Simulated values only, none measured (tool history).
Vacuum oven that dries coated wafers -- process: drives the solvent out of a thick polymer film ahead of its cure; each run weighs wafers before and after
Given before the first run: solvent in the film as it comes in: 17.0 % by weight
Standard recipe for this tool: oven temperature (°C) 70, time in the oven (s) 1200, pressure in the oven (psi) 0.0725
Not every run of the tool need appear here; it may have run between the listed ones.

run	hour	oven temperature (°C)	time in the oven (s)	pressure in the oven (psi)	solvent left in the film (%)
1	0	70	1200	0.0725	1.71
# hour 24.3: oven's thermocouples calibrated
2	44.8	70	1200	0.0725	1.66
3	84.6	70	1200	0.0725	1.58
4	126.9	70	1200	0.0725	1.77
5	179	55	1200	0.0725	5.5
6	241.5	55	1620	0.0725	4.23
7	283.3	55	1620	0.0725	4.28
# hour 343.7: oven's thermocouples calibrated, once more
8	348.8	55	1620	0.0725	3.55
9	407.8	70	1200	0.1629	1.96
10	440.6	56	1200	0.0725	4.47
11	507.8	56	1200	0.0725	4.46
12	560	70	1320	0.0725	1.26
13	627.7	70	1560	0.0725	1.16
14	678.2	70	900	0.0725	2.18
15	744.1	70	900	0.0725	2.19
16	792.2	70	1200	0.0725	1.55
17	851.5	70	1200	0.0725	1.58
18	931.7	70	1200	0.0725	1.6
19	1006.1	61	1200	0.0725	3.41
20	1076.3	70	1200	0.0725	1.59
21	1152.3	70	1200	0.0725	1.64
22	1212.3	70	1200	0.0725	1.67
23	1279.4	75	1200	0.0725	1.17
24	1344.2	75	1200	0.0725	1.1
25	1421.5	75	1200	0.0725	1.14
26	1492.4	79	1200	0.0468	0.73
27	1550.9	79	1200	0.0468	0.8
28	1612.2	79	1200	0.0389	0.74
29	1661.4	67	1200	0.0725	2.29
30	1717.1	67	1200	0.0725	2.34
31	1789	67	1020	0.1041	2.97
32	1852.7	67	1020	0.1041	3.08
33	1919.5	70	660	0.0689	3.7
34	1989.2	72	660	0.0811	3.27
35	2060.3	72	660	0.0811	3.32
36	2100.5	60	1020	0.0586	4.58
37	2135.9	60	1020	0.0586	4.57
38	2183.7	63	780	0.0653	5.13
39	2231.6	70	1200	0.0428	1.85
40	2292.9	70	1200	0.2178	2.85
41	2331.6	70	1620	0.2397	2.5
42	2385.4	79	720	0.0725	1.72
43	2450.4	79	720	0.0725	1.75
44	2495.8	76	600	0.0479	2.75
45	2565.6	69	1200	0.0725	2.28
46	2631	69	1200	0.0725	2.26
47	2684	70	840	0.0725	3.06
48	2744.9	70	840	0.0725	3.08

Hidden state or all else? Some run-to-run changes of solvent left in the film (%), split into what the settings, what came in and random variation would give without the hidden state, and what is left for the hidden state (with any gauge scatter that isn't in both results):
The hidden state here: true wafer temperature over the reading, C; true pressure over the reading, kPa; drift of the gauge itself on solvent_pct, %.
Run 4 -> 5: oven temperature (°C) 70 -> 55. solvent left in the film (%) +3.73: hidden state +0.7, all else +3.03.
Run 7 -> 8: oven's thermocouples calibrated, once more. solvent left in the film (%) -0.73: hidden state -0.7, all else -0.03.
Run 11 -> 12: oven temperature (°C) 56 -> 70, time in the oven (s) 1200 -> 1320. solvent left in the film (%) -3.2: hidden state -0.29, all else -2.91.
Run 35 -> 36: oven temperature (°C) 72 -> 60, time in the oven (s) 660 -> 1020, pressure in the oven (psi) 0.0811 -> 0.0586. solvent left in the film (%) +1.26: hidden state +0.45, all else +0.81.
Run 38 -> 39: oven temperature (°C) 63 -> 70, time in the oven (s) 780 -> 1200, pressure in the oven (psi) 0.0653 -> 0.0428. solvent left in the film (%) -3.28: hidden state -0.32, all else -2.96.
